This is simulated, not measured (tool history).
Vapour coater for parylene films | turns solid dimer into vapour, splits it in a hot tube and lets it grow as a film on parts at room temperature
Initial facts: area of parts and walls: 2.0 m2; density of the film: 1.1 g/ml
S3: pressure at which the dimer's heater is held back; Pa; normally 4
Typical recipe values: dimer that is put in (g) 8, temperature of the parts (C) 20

{"run": 1, "hour": 0.0, "dimer that is put in (g)": 8, "temperature of the parts (C)": 20, "S3": 4, "thickness of the film (µm)": 2.463}
{"run": 2, "hour": 35.6, "dimer that is put in (g)": 8, "temperature of the parts (C)": 20, "S3": 4, "thickness of the film (µm)": 2.458}
{"run": 3, "hour": 63.4, "dimer that is put in (g)": 8, "temperature of the parts (C)": 20, "S3": 4, "thickness of the film (µm)": 2.445}
{"run": 4, "hour": 81.3, "dimer that is put in (g)": 8, "temperature of the parts (C)": 17, "S3": 4, "thickness of the film (µm)": 2.597}
{"run": 5, "hour": 113.8, "dimer that is put in (g)": 8, "temperature of the parts (C)": 17, "S3": 4, "thickness of the film (µm)": 2.58}
{"run": 6, "hour": 151.0, "dimer that is put in (g)": 8, "temperature of the parts (C)": 17, "S3": 8.6, "thickness of the film (µm)": 2.278}
{"run": 7, "hour": 166.5, "dimer that is put in (g)": 5, "temperature of the parts (C)": 20, "S3": 4, "thickness of the film (µm)": 1.526}
{"run": 8, "hour": 189.8, "dimer that is put in (g)": 5, "temperature of the parts (C)": 31, "S3": 4, "thickness of the film (µm)": 1.245}
{"run": 9, "hour": 209.9, "dimer that is put in (g)": 8, "temperature of the parts (C)": 20, "S3": 4, "thickness of the film (µm)": 2.435}
{"run": 10, "hour": 240.4, "dimer that is put in (g)": 8, "temperature of the parts (C)": 20, "S3": 4, "thickness of the film (µm)": 2.414}
{"run": 11, "hour": 259.6, "dimer that is put in (g)": 8, "temperature of the parts (C)": 20, "S3": 4, "thickness of the film (µm)": 2.404}
{"run": 12, "hour": 283.6, "dimer that is put in (g)": 6, "temperature of the parts (C)": 19, "S3": 6.97, "thickness of the film (µm)": 1.674}
{"run": 13, "hour": 305.1, "dimer that is put in (g)": 8, "temperature of the parts (C)": 20, "S3": 6.79, "thickness of the film (µm)": 2.202}
{"run": 14, "hour": 344.4, "dimer that is put in (g)": 8, "temperature of the parts (C)": 20, "S3": 3.45, "thickness of the film (µm)": 2.631}
{"run": 15, "hour": 373.1, "dimer that is put in (g)": 11, "temperature of the parts (C)": 16, "S3": 5.61, "thickness of the film (µm)": 3.585}
{"run": 16, "hour": 397.2, "dimer that is put in (g)": 14, "temperature of the parts (C)": 14, "S3": 2.34, "thickness of the film (µm)": 5.44}
{"run": 17, "hour": 433.3, "dimer that is put in (g)": 14, "temperature of the parts (C)": 14, "S3": 2.34, "thickness of the film (µm)": 5.448}
{"run": 18, "hour": 456.7, "dimer that is put in (g)": 12, "temperature of the parts (C)": 20, "S3": 11.22, "thickness of the film (µm)": 3.223}
{"run": 19, "hour": 485.0, "dimer that is put in (g)": 11, "temperature of the parts (C)": 22, "S3": 4.91, "thickness of the film (µm)": 3.252}

Between the runs listed above, the log contained 2 entries, not reproduced here. Where in the sequence does each belong, and how does what the log doesn't record of the tool's condition differ from the listed run before to the listed run after?
Logged between run 9 and run 10: trap's valve overhauled (hour 217.2)
  vapour lost through the trap's worn valve, %: 5.1 -> 6.2; true temperature of the parts over the reading, C: -0.99 -> -1.01
  measured less the result without the state, thickness of the film (µm): -0.084 -> -0.112
Logged between run 13 and run 14: trap's valve overhauled, once more (hour 323.4)
  vapour lost through the trap's worn valve, %: 6.6 -> 0.4; true temperature of the parts over the reading, C: -1.06 -> -1.08
  measured less the result without the state, thickness of the film (µm): -0.111 -> +0.04

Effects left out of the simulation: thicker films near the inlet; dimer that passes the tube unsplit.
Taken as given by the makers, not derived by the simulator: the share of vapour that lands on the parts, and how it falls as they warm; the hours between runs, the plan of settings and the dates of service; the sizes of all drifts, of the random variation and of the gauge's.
